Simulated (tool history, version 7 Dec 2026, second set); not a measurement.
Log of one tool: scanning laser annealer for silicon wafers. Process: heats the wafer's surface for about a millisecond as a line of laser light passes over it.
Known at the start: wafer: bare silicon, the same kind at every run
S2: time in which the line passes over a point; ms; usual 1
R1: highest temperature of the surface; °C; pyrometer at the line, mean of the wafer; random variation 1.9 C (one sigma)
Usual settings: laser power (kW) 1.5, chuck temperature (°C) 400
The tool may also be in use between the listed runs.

Run 1, hour 0: usual settings. Result: R1 1101 °C.
Run 2, hour 7.7: usual settings but S2 0.97 ms. Result: R1 1089 °C.
At hour 19.1: optics aligned, line set to its width.
Run 3, hour 19.1: usual settings but laser power (kW) 1.359. Result: R1 1033 °C.
Run 4, hour 30: usual settings but S2 0.79 ms. Result: R1 1024 °C.
Run 5, hour 39: usual settings but S2 0.79 ms. Result: R1 1024 °C.
Run 6, hour 50.7: usual settings but S2 0.79 ms. Result: R1 1023 °C.
Run 7, hour 61.5: usual settings but S2 0.79 ms. Result: R1 1025 °C.
Run 8, hour 67.3: usual settings but S2 0.79 ms. Result: R1 1023 °C.
Run 9, hour 74.4: usual settings. Result: R1 1111 °C.
Run 10, hour 80.2: usual settings but chuck temperature (°C) 360. Result: R1 1073 °C.
Run 11, hour 88.3: usual settings but chuck temperature (°C) 360. Result: R1 1072 °C.
Run 12, hour 95.3: usual settings but chuck temperature (°C) 360. Result: R1 1071 °C.
Run 13, hour 104.2: usual settings but chuck temperature (°C) 360. Result: R1 1071 °C.
At hour 107.9: laser's power meter calibrated.
Run 14, hour 119: usual settings but chuck temperature (°C) 360. Result: R1 1070 °C.
Run 15, hour 126.8: usual settings but chuck temperature (°C) 415. Result: R1 1125 °C.
At hour 135.5: laser's power meter calibrated, once more.
Run 16, hour 140.7: usual settings but laser power (kW) 1.409. Result: R1 1061 °C.
Run 17, hour 146.7: usual settings but laser power (kW) 1.409, chuck temperature (°C) 438. Result: R1 1095 °C.
Run 18, hour 154.2: usual settings but laser power (kW) 1.409, chuck temperature (°C) 438. Result: R1 1101 °C.
Run 19, hour 163.7: usual settings. Result: R1 1109 °C.
Run 20, hour 175.9: usual settings. Result: R1 1110 °C.
Run 21, hour 188.3: usual settings but laser power (kW) 1.471. Result: R1 1096 °C.
Run 22, hour 200.4: usual settings but laser power (kW) 1.321, S2 1.1 ms, chuck temperature (°C) 413. Result: R1 1059 °C.
Run 23, hour 205.7: usual settings but laser power (kW) 1.321, S2 1.1 ms, chuck temperature (°C) 413. Result: R1 1055 °C.

The next listed run, before its measurement:
Run 24, hour 213.2: usual settings but laser power (kW) 1.36, S2 0.75 ms, chuck temperature (°C) 385. Result: R1 ?.

R1: 918 °C
Without the tool's hidden state the same run would have given R1 932 °C.
